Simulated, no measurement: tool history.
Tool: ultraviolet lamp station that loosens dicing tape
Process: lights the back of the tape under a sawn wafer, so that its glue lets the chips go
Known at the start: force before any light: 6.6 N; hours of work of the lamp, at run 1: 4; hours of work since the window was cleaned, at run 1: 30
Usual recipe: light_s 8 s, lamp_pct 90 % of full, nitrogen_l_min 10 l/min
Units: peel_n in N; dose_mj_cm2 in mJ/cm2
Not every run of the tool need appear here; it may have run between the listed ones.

run,hour,light_s,lamp_pct,nitrogen_l_min,hours of work of the lamp,hours of work since the window was cleaned,peel_n,dose_mj_cm2
1,0.0,8,90,10,4,30,0.469,575
2,17.1,8,90,10,16,42,0.476,561
3,46.1,8,90,4,38,63,0.715,555
4,74.6,8,90,4,58,84,0.721,551
5,87.4,8,90,5,68,94,0.674,548
6,114.1,8,90,10,87,113,0.526,542
7,128.0,8,90,10,97,123,0.537,537
8,153.3,8,90,10,116,142,0.507,531
9,177.8,8,96,5,134,159,0.633,557
10,195.4,8,68,5,146,172,1.193,391

Estimate the outcome of run 11 from the log above:
11,211.3,10,90,10,158,184,?,?

Run 11 measured peel_n 0.394 N, dose_mj_cm2 639 mJ/cm2.
The same run, on a tool lacking any hidden state, would have yielded peel_n 0.329 N, dose_mj_cm2 718 mJ/cm2.
